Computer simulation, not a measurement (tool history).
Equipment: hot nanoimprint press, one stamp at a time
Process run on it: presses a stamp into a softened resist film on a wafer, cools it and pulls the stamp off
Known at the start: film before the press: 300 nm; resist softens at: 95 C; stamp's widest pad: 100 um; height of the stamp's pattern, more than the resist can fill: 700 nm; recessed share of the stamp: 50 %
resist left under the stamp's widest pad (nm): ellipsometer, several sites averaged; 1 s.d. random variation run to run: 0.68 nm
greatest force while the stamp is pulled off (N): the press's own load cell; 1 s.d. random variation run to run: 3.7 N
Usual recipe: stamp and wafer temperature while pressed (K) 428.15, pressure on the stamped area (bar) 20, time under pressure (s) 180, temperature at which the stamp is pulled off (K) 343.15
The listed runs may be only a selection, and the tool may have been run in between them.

run,day,stamp and wafer temperature while pressed (K),pressure on the stamped area (bar),time under pressure (s),temperature at which the stamp is pulled off (K),resist left under the stamp's widest pad (nm),greatest force while the stamp is pulled off (N)
1,0,428.15,20,180,343.15,156.1,241
# day 0.333: plate thermocouple calibrated
# day 1.829: stamp cleaned and given a new release coat
2,2.162,428.15,20,180,343.15,146,182
3,3.825,428.15,20,180,343.15,146.8,184
4,6.083,428.15,20,180,343.15,147.6,199
5,7.483,428.15,20,180,343.15,147.6,207
# day 8.288: press's hydraulic seals changed and the load cell set to zero
6,9.921,428.15,20,180,349.15,145.1,186
7,11.346,428.15,20,180,349.15,144.4,192
8,13.571,428.15,20,180,343.15,147.5,239
# day 14.842: stamp cleaned and given a new release coat
9,14.979,428.15,20,180,343.15,146.8,186
10,16.662,419.15,20,180,329.15,224,261
11,18.121,428.15,20.3,180,343.15,146.4,197
12,19.083,428.15,20.8,180,342.15,146.4,206
13,21.05,428.15,18.9,351,342.15,119.9,216
14,22.304,428.15,18.9,351,342.15,120.2,219
15,23.962,421.15,20,180,343.15,209.9,229
16,25.65,421.15,20,180,343.15,210.7,236
17,27.012,438.15,20,180,343.15,87.5,247
# day 27.562: stamp cleaned and given a new release coat
18,29.342,438.15,20,180,343.15,88.7,193

Below are 5 alternative next runs, each starting from the tool's condition after run 18. Predict each:
A,31.625,420.15,18.9,180,331.15,?,?
B,31.625,421.15,31.6,180,338.15,?,?
C,31.625,428.15,30.8,180,343.15,?,?
D,31.625,428.15,27.3,180,343.15,?,?
E,31.625,419.15,19.1,94,343.15,?,?

run,resist left under the stamp's widest pad (nm),greatest force while the stamp is pulled off (N)
A,224,264
B,180.2,225
C,123.4,195
D,131.8,208
E,257.1,197
Without the tool's hidden state the same runs would have given:
run,resist left under the stamp's widest pad (nm),greatest force while the stamp is pulled off (N)
A,214.5,232
B,169.1,197
C,114.8,170
D,123,182
E,250.2,173
